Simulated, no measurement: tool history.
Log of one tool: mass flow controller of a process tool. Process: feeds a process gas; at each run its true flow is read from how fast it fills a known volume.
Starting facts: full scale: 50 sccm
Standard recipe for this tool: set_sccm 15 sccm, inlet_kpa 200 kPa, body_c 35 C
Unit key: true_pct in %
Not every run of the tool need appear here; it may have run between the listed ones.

{"run": 1, "day": 0.0, "set_sccm": 15, "inlet_kpa": 200, "body_c": 35, "true_pct": 94.93}
{"run": 2, "day": 5.892, "set_sccm": 15, "inlet_kpa": 200, "body_c": 35, "true_pct": 95.12}
{"run": 3, "day": 10.625, "set_sccm": 15, "inlet_kpa": 200, "body_c": 35, "true_pct": 95.11}
{"run": 4, "day": 14.996, "set_sccm": 15, "inlet_kpa": 200, "body_c": 35, "true_pct": 95.07}
{"run": 5, "day": 23.529, "set_sccm": 15, "inlet_kpa": 200, "body_c": 35, "true_pct": 94.91}
{"run": 6, "day": 30.638, "set_sccm": 25, "inlet_kpa": 200, "body_c": 35, "true_pct": 96.03}
{"run": 7, "day": 39.188, "set_sccm": 25, "inlet_kpa": 200, "body_c": 27, "true_pct": 96.12}
{"run": 8, "day": 43.833, "set_sccm": 15, "inlet_kpa": 268, "body_c": 35, "true_pct": 94.84}
{"run": 9, "day": 50.346, "set_sccm": 15, "inlet_kpa": 195, "body_c": 35, "true_pct": 94.74}
{"run": 10, "day": 54.629, "set_sccm": 15, "inlet_kpa": 200, "body_c": 23, "true_pct": 95.21}
{"run": 11, "day": 58.604, "set_sccm": 6, "inlet_kpa": 200, "body_c": 23, "true_pct": 92.07}
{"run": 12, "day": 63.583, "set_sccm": 25, "inlet_kpa": 277, "body_c": 21, "true_pct": 96.21}
{"run": 13, "day": 70.196, "set_sccm": 32, "inlet_kpa": 229, "body_c": 20, "true_pct": 96.8}
{"run": 14, "day": 76.296, "set_sccm": 48, "inlet_kpa": 177, "body_c": 23, "true_pct": 97.64}
{"run": 15, "day": 84.371, "set_sccm": 48, "inlet_kpa": 177, "body_c": 23, "true_pct": 97.58}
{"run": 16, "day": 88.862, "set_sccm": 45, "inlet_kpa": 177, "body_c": 23, "true_pct": 97.39}
{"run": 17, "day": 94.742, "set_sccm": 8, "inlet_kpa": 200, "body_c": 21, "true_pct": 92.89}
{"run": 18, "day": 98.204, "set_sccm": 8, "inlet_kpa": 200, "body_c": 21, "true_pct": 92.93}
{"run": 19, "day": 103.754, "set_sccm": 8, "inlet_kpa": 200, "body_c": 21, "true_pct": 92.9}
{"run": 20, "day": 110.4, "set_sccm": 17, "inlet_kpa": 200, "body_c": 35, "true_pct": 94.76}
{"run": 21, "day": 118.196, "set_sccm": 15, "inlet_kpa": 188, "body_c": 40, "true_pct": 94.13}

3 options for the next run, each taken on its own from the tool as it stands now. Forecast them:
{"run": "A", "day": 125.629, "set_sccm": 15, "inlet_kpa": 200, "body_c": 26, "true_pct": "?"}
{"run": "B", "day": 125.629, "set_sccm": 14, "inlet_kpa": 199, "body_c": 35, "true_pct": "?"}
{"run": "C", "day": 125.629, "set_sccm": 9, "inlet_kpa": 175, "body_c": 39, "true_pct": "?"}

run=A true_pct=94.63
run=B true_pct=94.21
run=C true_pct=92.53
Take away the tool's hidden state, keep each run's random variation, and the runs would have read:
run=A true_pct=98.75
run=B true_pct=98.49
run=C true_pct=98.10

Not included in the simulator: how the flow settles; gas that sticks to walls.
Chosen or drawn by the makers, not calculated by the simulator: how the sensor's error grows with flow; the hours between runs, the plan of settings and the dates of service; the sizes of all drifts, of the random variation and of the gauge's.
